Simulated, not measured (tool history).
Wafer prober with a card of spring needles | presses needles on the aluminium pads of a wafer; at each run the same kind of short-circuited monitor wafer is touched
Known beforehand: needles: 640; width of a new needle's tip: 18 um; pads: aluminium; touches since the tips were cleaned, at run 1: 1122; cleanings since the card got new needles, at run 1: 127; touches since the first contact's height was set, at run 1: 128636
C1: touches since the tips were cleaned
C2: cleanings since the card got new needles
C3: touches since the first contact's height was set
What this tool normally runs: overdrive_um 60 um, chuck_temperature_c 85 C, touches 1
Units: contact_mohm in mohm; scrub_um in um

run 1 hour=0.0 | overdrive_um=60 chuck_temperature_c=85 touches=1 | C1=1122 C2=127 C3=128636 | contact_mohm=151 scrub_um=14.78
-- hour=4.6 tips cleaned on abrasive film
-- hour=18.3 tips cleaned on abrasive film
-- hour=31.2 tips cleaned on abrasive film
-- hour=34.3 height of the first contact set anew
run 2 hour=37.3 | overdrive_um=61 chuck_temperature_c=85 touches=1 | C1=960 C2=130 C3=497 | contact_mohm=150 scrub_um=15.25
-- hour=43.1 tips cleaned on abrasive film
-- hour=56.0 tips cleaned on abrasive film
-- hour=69.6 tips cleaned on abrasive film
run 3 hour=76.5 | overdrive_um=60 chuck_temperature_c=29 touches=1 | C1=1131 C2=133 C3=6887 | contact_mohm=140 scrub_um=14.79
-- hour=81.2 tips cleaned on abrasive film
-- hour=95.3 tips cleaned on abrasive film
run 4 hour=96.8 | overdrive_um=60 chuck_temperature_c=85 touches=1 | C1=247 C2=135 C3=10207 | contact_mohm=151 scrub_um=14.84
-- hour=106.9 tips cleaned on abrasive film
run 5 hour=116.6 | overdrive_um=60 chuck_temperature_c=85 touches=1 | C1=1608 C2=136 C3=13452 | contact_mohm=152 scrub_um=14.90
-- hour=119.5 tips cleaned on abrasive film
-- hour=132.5 tips cleaned on abrasive film
-- hour=144.9 tips cleaned on abrasive film
run 6 hour=152.0 | overdrive_um=60 chuck_temperature_c=85 touches=3 | C1=1163 C2=139 C3=19218 | contact_mohm=153 scrub_um=14.89
-- hour=156.8 tips cleaned on abrasive film
-- hour=168.7 tips cleaned on abrasive film
run 7 hour=168.7 | overdrive_um=60 chuck_temperature_c=85 touches=3 | C1=0 C2=141 C3=21937 | contact_mohm=150 scrub_um=14.93
-- hour=181.1 tips cleaned on abrasive film
-- hour=194.6 tips cleaned on abrasive film
run 8 hour=195.0 | overdrive_um=60 chuck_temperature_c=85 touches=3 | C1=57 C2=143 C3=26234 | contact_mohm=151 scrub_um=14.85
-- hour=207.8 tips cleaned on abrasive film
-- hour=220.2 tips cleaned on abrasive film
-- hour=232.9 tips cleaned on abrasive film
run 9 hour=235.7 | overdrive_um=60 chuck_temperature_c=85 touches=1 | C1=459 C2=146 C3=32897 | contact_mohm=151 scrub_um=14.74
-- hour=245.0 tips cleaned on abrasive film
-- hour=258.0 tips cleaned on abrasive film
run 10 hour=264.4 | overdrive_um=60 chuck_temperature_c=85 touches=1 | C1=1041 C2=148 C3=37578 | contact_mohm=152 scrub_um=14.76
-- hour=269.8 tips cleaned on abrasive film
-- hour=281.4 tips cleaned on abrasive film
-- hour=294.0 tips cleaned on abrasive film
-- hour=305.4 tips cleaned on abrasive film
run 11 hour=305.4 | overdrive_um=60 chuck_temperature_c=85 touches=1 | C1=0 C2=152 C3=44272 | contact_mohm=151 scrub_um=14.86

Expected results for the next run?
-- hour=317.8 tips cleaned on abrasive film
run 12 hour=327.2 | overdrive_um=60 chuck_temperature_c=85 touches=1 | C1=1537 C2=153 C3=47836 | contact_mohm=? scrub_um=?

Run 12 gave contact_mohm 149 mohm, scrub_um 14.63 um.
Had the tool carried no hidden state, the very same run would have given contact_mohm 149 mohm, scrub_um 14.64 um.
